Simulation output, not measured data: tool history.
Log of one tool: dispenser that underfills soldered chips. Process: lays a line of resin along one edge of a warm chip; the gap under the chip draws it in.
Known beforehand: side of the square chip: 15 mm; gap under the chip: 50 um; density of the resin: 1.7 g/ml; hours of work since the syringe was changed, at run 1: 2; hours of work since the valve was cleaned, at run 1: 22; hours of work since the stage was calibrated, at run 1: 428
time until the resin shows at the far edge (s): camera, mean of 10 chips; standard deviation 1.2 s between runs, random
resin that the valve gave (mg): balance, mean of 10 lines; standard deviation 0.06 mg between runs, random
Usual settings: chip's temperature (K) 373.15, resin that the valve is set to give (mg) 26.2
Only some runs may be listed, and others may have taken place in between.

| run | hour | chip's temperature (K) | resin that the valve is set to give (mg) | hours of work since the syringe was changed | hours of work since the valve was cleaned | hours of work since the stage was calibrated | time until the resin shows at the far edge (s) | resin that the valve gave (mg) |
|---|---|---|---|---|---|---|---|---|
| 1 | 0 | 373.15 | 26.2 | 2 | 22 | 428 | 155.6 | 25.95 |
|  | 6.8 | new syringe of resin |
| 2 | 9 | 373.15 | 26.2 | 2 | 29 | 435 | 151 | 25.83 |
|  | 15.7 | new syringe of resin |
| 3 | 19.2 | 373.15 | 26.1 | 3 | 37 | 443 | 166 | 25.71 |
|  | 24.4 | new syringe of resin |
| 4 | 32.3 | 373.15 | 26.1 | 6 | 47 | 453 | 225.8 | 25.57 |
|  | 33.8 | new syringe of resin |
|  | 36.1 | dispensing valve cleaned and set on the balance |
|  | 43.6 | new syringe of resin |
| 5 | 46.9 | 373.15 | 26.1 | 3 | 8 | 463 | 167.5 | 25.91 |
|  | 52.9 | new syringe of resin |
| 6 | 54.7 | 373.15 | 26.1 | 1 | 14 | 469 | 148.2 | 25.78 |
|  | 61.8 | new syringe of resin |
| 7 | 62.1 | 373.15 | 26.2 | 0 | 20 | 475 | 134.1 | 25.87 |
| 8 | 67.7 | 373.15 | 26.2 | 5 | 24 | 479 | 201.2 | 25.8 |
|  | 70.8 | new syringe of resin |
| 9 | 75.1 | 373.15 | 26.2 | 3 | 30 | 485 | 178.9 | 25.71 |
|  | 80.1 | new syringe of resin |
| 10 | 82.7 | 373.15 | 26.2 | 2 | 36 | 491 | 158.4 | 25.68 |
|  | 89 | new syringe of resin |
| 11 | 90.6 | 373.15 | 26.2 | 1 | 42 | 497 | 149.6 | 25.57 |
|  | 97.7 | new syringe of resin |
| 12 | 98.5 | 373.15 | 26.2 | 1 | 48 | 503 | 141 | 25.41 |
|  | 100.6 | dispensing valve cleaned and set on the balance |
|  | 107.9 | new syringe of resin |
| 13 | 110.2 | 373.15 | 26.2 | 2 | 7 | 511 | 155.1 | 26.2 |
|  | 116.6 | new syringe of resin |
| 14 | 122.1 | 373.15 | 26.2 | 4 | 17 | 520 | 194 | 26.07 |
|  | 126 | new syringe of resin |
| 15 | 133.8 | 373.15 | 23.1 | 6 | 26 | 530 | 236 | 22.8 |
|  | 135.3 | new syringe of resin |
|  | 144 | new syringe of resin |
| 16 | 147.8 | 373.15 | 23.1 | 3 | 36 | 540 | 180.7 | 22.77 |
|  | 153.1 | new syringe of resin |
| 17 | 154 | 373.15 | 23.1 | 1 | 41 | 545 | 149.1 | 22.76 |
|  | 162 | new syringe of resin |
|  | 165.2 | dispensing valve cleaned and set on the balance |
| 18 | 167.6 | 363.15 | 31.1 | 4 | 2 | 555 | 269.5 | 31.13 |
|  | 172.5 | new syringe of resin |
| 19 | 179.8 | 387.15 | 27.6 | 6 | 11 | 564 | 126.9 | 27.6 |
|  | 181.9 | new syringe of resin |
|  | 190.9 | new syringe of resin |
| 20 | 192.4 | 366.15 | 33.1 | 1 | 21 | 574 | 188.7 | 32.78 |
|  | 200.4 | new syringe of resin |
| 21 | 206 | 374.15 | 31.8 | 4 | 31 | 584 | 184.6 | 31.44 |
|  | 209.8 | new syringe of resin |
| 22 | 214.9 | 380.15 | 26.2 | 4 | 38 | 591 | 141.9 | 25.86 |
|  | 219.3 | new syringe of resin |
| 23 | 222.3 | 380.15 | 25.2 | 2 | 44 | 597 | 124.9 | 24.67 |
|  | 228.3 | new syringe of resin |
|  | 229.3 | dispensing valve cleaned and set on the balance |
| 24 | 235.1 | 380.15 | 25.2 | 5 | 5 | 606 | 158.1 | 25.13 |
|  | 238.1 | new syringe of resin |
| 25 | 241.8 | 373.15 | 22.4 | 3 | 10 | 611 | 182.9 | 22.2 |
|  | 247.3 | new syringe of resin |
| 26 | 255.1 | 379.15 | 33.4 | 6 | 20 | 621 | 178.8 | 32.94 |
|  | 256.6 | new syringe of resin |
| 27 | 262.1 | 374.15 | 25.3 | 4 | 25 | 627 | 192 | 24.9 |
|  | 265.6 | new syringe of resin |
| 28 | 268.6 | 374.15 | 25.3 | 2 | 30 | 632 | 162.8 | 24.98 |
|  | 274.6 | new syringe of resin |
| 29 | 277.9 | 373.15 | 22.9 | 3 | 37 | 639 | 176.7 | 22.62 |
|  | 283.6 | new syringe of resin |
| 30 | 285 | 373.15 | 22.9 | 1 | 43 | 644 | 157.5 | 22.5 |
|  | 292.4 | new syringe of resin |
|  | 293.4 | dispensing valve cleaned and set on the balance |
| 31 | 298.5 | 373.15 | 27.4 | 4 | 4 | 654 | 194.5 | 27.27 |
|  | 302.9 | new syringe of resin |
| 32 | 306.3 | 369.15 | 23.7 | 3 | 10 | 660 | 209.3 | 23.6 |
|  | 311.6 | new syringe of resin |
| 33 | 317.1 | 374.15 | 22.5 | 4 | 18 | 668 | 205.1 | 22.36 |

The logged runs with the hidden state left out (each run's random variation unchanged):
Hidden state present: resin's viscosity, % of fresh resin's; dose that the valve gives, % of what is set; true chip temperature over the reading, C; drift of the gauge itself on fill_s, %; drift of the gauge itself on given_mg, %.
| run | time until the resin shows at the far edge (s) | resin that the valve gave (mg) |
|---|---|---|
| 1 | 120.3 | 26.27 |
| 2 | 119.2 | 26.22 |
| 3 | 119.7 | 26.19 |
| 4 | 118.7 | 26.18 |
| 5 | 122.5 | 26.11 |
| 6 | 120.9 | 26.04 |
| 7 | 120.3 | 26.19 |
| 8 | 121.3 | 26.17 |
| 9 | 120.4 | 26.15 |
| 10 | 118.9 | 26.19 |
| 11 | 120.9 | 26.15 |
| 12 | 120.6 | 26.06 |
| 13 | 119.7 | 26.25 |
| 14 | 120.9 | 26.22 |
| 15 | 124.4 | 23.03 |
| 16 | 123 | 23.11 |
| 17 | 125.9 | 23.14 |
| 18 | 177 | 31.05 |
| 19 | 68.8 | 27.64 |
| 20 | 154.5 | 32.97 |
| 21 | 113.1 | 31.78 |
| 22 | 90.5 | 26.22 |
| 23 | 91.2 | 25.08 |
| 24 | 92.8 | 25.2 |
| 25 | 125.1 | 22.31 |
| 26 | 91.1 | 33.26 |
| 27 | 114.4 | 25.19 |
| 28 | 115.7 | 25.33 |
| 29 | 125.5 | 23.01 |
| 30 | 125.4 | 22.94 |
| 31 | 118.7 | 27.35 |
| 32 | 145.1 | 23.73 |
| 33 | 122.7 | 22.56 |
